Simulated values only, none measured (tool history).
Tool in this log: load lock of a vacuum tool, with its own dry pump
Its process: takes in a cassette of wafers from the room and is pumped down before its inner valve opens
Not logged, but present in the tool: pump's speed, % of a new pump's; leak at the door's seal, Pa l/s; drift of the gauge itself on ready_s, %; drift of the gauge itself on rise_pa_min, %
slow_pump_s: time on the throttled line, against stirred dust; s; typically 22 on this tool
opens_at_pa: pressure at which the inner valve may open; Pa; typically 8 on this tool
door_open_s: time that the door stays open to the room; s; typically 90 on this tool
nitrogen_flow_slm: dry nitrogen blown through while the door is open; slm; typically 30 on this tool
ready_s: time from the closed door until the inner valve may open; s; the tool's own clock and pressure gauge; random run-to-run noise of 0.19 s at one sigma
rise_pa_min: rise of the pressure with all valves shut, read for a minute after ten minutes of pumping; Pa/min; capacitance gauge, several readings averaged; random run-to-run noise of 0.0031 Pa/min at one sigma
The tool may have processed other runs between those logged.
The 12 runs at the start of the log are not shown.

| run | hour | slow_pump_s | opens_at_pa | door_open_s | nitrogen_flow_slm | hours that the pump has run since its overhaul | times that the door has closed on its seal | incoming humidity of the room's air, % | ready_s | rise_pa_min |
|---|---|---|---|---|---|---|---|---|---|---|
| 13 | 3725.7 | 22 | 15 | 90 | 30 | 10594 | 19150 | 45.4 | 40.7 | 0.143 |
| 14 | 3991.9 | 22 | 12 | 90 | 30 | 10861 | 20299 | 47.4 | 41.3 | 0.156 |
| 15 | 4333.1 | 22 | 12 | 90 | 30 | 11202 | 21773 | 47.9 | 41.9 | 0.163 |
| 16 | 4501.6 | 22 | 12 | 44 | 30 | 11370 | 22500 | 44.8 | 41.5 | 0.155 |
| 17 | 4738.7 | 22 | 8 | 90 | 30 | 11607 | 23524 | 43.6 | 42.7 | 0.176 |
| 18 | 5118.7 | 22 | 8 | 90 | 30 | 11987 | 25165 | 46.0 | 42.8 | 0.190 |
|  | 5270.5 | dry pump taken out, an overhauled one fitted |
| 19 | 5305.5 | 22 | 8 | 90 | 30 | 35 | 25946 | 41.9 | 39.0 | 0.187 |
| 20 | 5549.0 | 22 | 8 | 90 | 30 | 278 | 26998 | 44.3 | 39.1 | 0.202 |
| 21 | 5896.7 | 15 | 8 | 28 | 30 | 626 | 28499 | 44.3 | 33.7 | 0.191 |
| 22 | 6151.6 | 15 | 8 | 28 | 30 | 881 | 29600 | 46.4 | 34.4 | 0.215 |
| 23 | 6324.9 | 32 | 8 | 55 | 8 | 1054 | 30348 | 40.4 | 47.4 | 0.227 |
| 24 | 6734.3 | 22 | 8 | 90 | 4 | 1464 | 32116 | 46.0 | 39.4 | 0.274 |
| 25 | 6978.5 | 22 | 11 | 125 | 11 | 1708 | 33171 | 46.7 | 39.0 | 0.283 |
| 26 | 7311.2 | 22 | 11 | 125 | 11 | 2041 | 34608 | 47.2 | 38.9 | 0.306 |
| 27 | 7562.6 | 22 | 11 | 125 | 11 | 2292 | 35693 | 46.5 | 38.9 | 0.311 |
| 28 | 7960.6 | 22 | 11 | 125 | 6 | 2690 | 37412 | 47.0 | 39.1 | 0.341 |
| 29 | 8267.7 | 15 | 8 | 42 | 14 | 2997 | 38738 | 45.0 | 34.8 | 0.307 |
| 30 | 8580.3 | 11 | 8 | 163 | 25 | 3310 | 40088 | 44.4 | 31.7 | 0.339 |
| 31 | 8895.2 | 11 | 8 | 163 | 25 | 3625 | 41448 | 44.1 | 31.9 | 0.348 |
| 32 | 9170.0 | 11 | 7 | 88 | 24 | 3899 | 42635 | 43.8 | 32.1 | 0.358 |
| 33 | 9452.9 | 13 | 9 | 88 | 24 | 4182 | 43856 | 45.0 | 33.5 | 0.357 |
| 34 | 9684.4 | 37 | 7 | 70 | 35 | 4414 | 44856 | 44.4 | 52.2 | 0.366 |
| 35 | 10041.5 | 37 | 7 | 70 | 35 | 4771 | 46398 | 46.0 | 52.2 | 0.381 |
| 36 | 10251.7 | 11 | 8 | 90 | 30 | 4981 | 47306 | 39.4 | 32.0 | 0.396 |

Each row is a separate what-if for the run after 36, all from the same tool condition, not one after another. Results?
| A | 10495.2 | 21 | 9 | 90 | 9 | 5225 | 48357 | 45.5 | ? | ? |
| B | 10495.2 | 11 | 6 | 139 | 5 | 5225 | 48357 | 44.8 | ? | ? |
| C | 10495.2 | 43 | 8 | 38 | 8 | 5225 | 48357 | 46.7 | ? | ? |
| D | 10495.2 | 31 | 7 | 111 | 30 | 5225 | 48357 | 43.3 | ? | ? |
| E | 10495.2 | 15 | 12 | 90 | 7 | 5225 | 48357 | 44.9 | ? | ? |

| run | ready_s | rise_pa_min |
|---|---|---|
| A | 39.8 | 0.435 |
| B | 33.4 | 0.459 |
| C | 56.1 | 0.413 |
| D | 47.6 | 0.419 |
| E | 34.6 | 0.431 |
With no hidden state in the tool, these same runs would have given:
| run | ready_s | rise_pa_min |
|---|---|---|
| A | 37.8 | 0.080 |
| B | 31.0 | 0.104 |
| C | 54.7 | 0.058 |
| D | 45.8 | 0.064 |
| E | 32.5 | 0.079 |

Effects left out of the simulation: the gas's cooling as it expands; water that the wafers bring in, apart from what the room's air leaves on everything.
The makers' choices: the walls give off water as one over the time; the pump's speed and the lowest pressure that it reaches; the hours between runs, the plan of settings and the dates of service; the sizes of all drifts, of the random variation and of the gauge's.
